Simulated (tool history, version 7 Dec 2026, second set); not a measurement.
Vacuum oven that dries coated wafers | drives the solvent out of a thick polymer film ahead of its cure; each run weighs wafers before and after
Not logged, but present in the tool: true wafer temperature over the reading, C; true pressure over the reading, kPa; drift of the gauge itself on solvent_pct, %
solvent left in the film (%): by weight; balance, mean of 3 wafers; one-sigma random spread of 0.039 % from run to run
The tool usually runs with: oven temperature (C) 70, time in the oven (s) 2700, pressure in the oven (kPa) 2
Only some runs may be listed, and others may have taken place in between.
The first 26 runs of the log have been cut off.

run    hour  oven temperature (C)  time in the oven (s)  pressure in the oven (kPa)  hours of work since the thermocouples were calibrated  hours of work since the vacuum gauge was cleaned of residue  solvent left in the film (%)
 27  1775.4                    70                  2700                        4.18                                                    656                                                          973                          3.07
 28  1828.1                    71                  1320                        4.18                                                    678                                                          995                          5.75
 29  1879.9                    71                  1320                        4.18                                                    701                                                         1017                          5.72
 30  1952.9                    71                  1320                        4.18                                                    732                                                         1049                          5.74
 31  2041.1                    61                  1320                        2.15                                                    770                                                         1086                          7.93
 32    2113                    61                  1320                        2.15                                                    800                                                         1117                          7.88
 33  2168.8                    82                  2700                        3.07                                                    824                                                         1141                          1.09
 34  2216.1                    70                  1860                           2                                                    845                                                         1161                          3.56
 35  2273.2                    62                  1860                           2                                                    869                                                         1186                          5.75
 36  2315.8                    62                  2400                           2                                                    887                                                         1204                           4.4
 37  2362.1                    65                  2700                        1.76                                                    907                                                         1224                          3.11
 38  2432.2                    70                  1500                           2                                                    937                                                         1254                          4.54
 39    2522                    82                  1500                           2                                                    976                                                         1293                          2.05
 40  2563.4                    82                  1500                           2                                                    994                                                         1310                             2
 41  2607.4                    82                  1500                           2                                                   1012                                                         1329                          2.04
       2639  -- oven's thermocouples calibrated
 42  2700.2                    62                  1440                        7.39                                                     26                                                         1368                          9.41
 43  2746.3                    62                  1440                        7.39                                                     46                                                         1388                          9.55
 44  2806.5                    62                  4260                        3.28                                                     72                                                         1414                          3.18
 45  2885.4                    58                  2700                           2                                                    106                                                         1448                           5.1

Forecast each of these 3 alternatives for the next run:
  A  2959.1                    58                  2220                        1.91                                                    137                                                         1479                             ?
  B  2959.1                    77                  4620                         1.3                                                    137                                                         1479                             ?
  C  2959.1                    70                  2700                        1.05                                                    137                                                         1479                             ?

run  solvent left in the film (%)
  A                          6.15
  B                          0.72
  C                          1.94
The same runs, with their run-to-run variation unchanged, on a tool lacking any hidden condition would have given:
run  solvent left in the film (%)
  A                           5.8
  B                          0.52
  C                          1.69

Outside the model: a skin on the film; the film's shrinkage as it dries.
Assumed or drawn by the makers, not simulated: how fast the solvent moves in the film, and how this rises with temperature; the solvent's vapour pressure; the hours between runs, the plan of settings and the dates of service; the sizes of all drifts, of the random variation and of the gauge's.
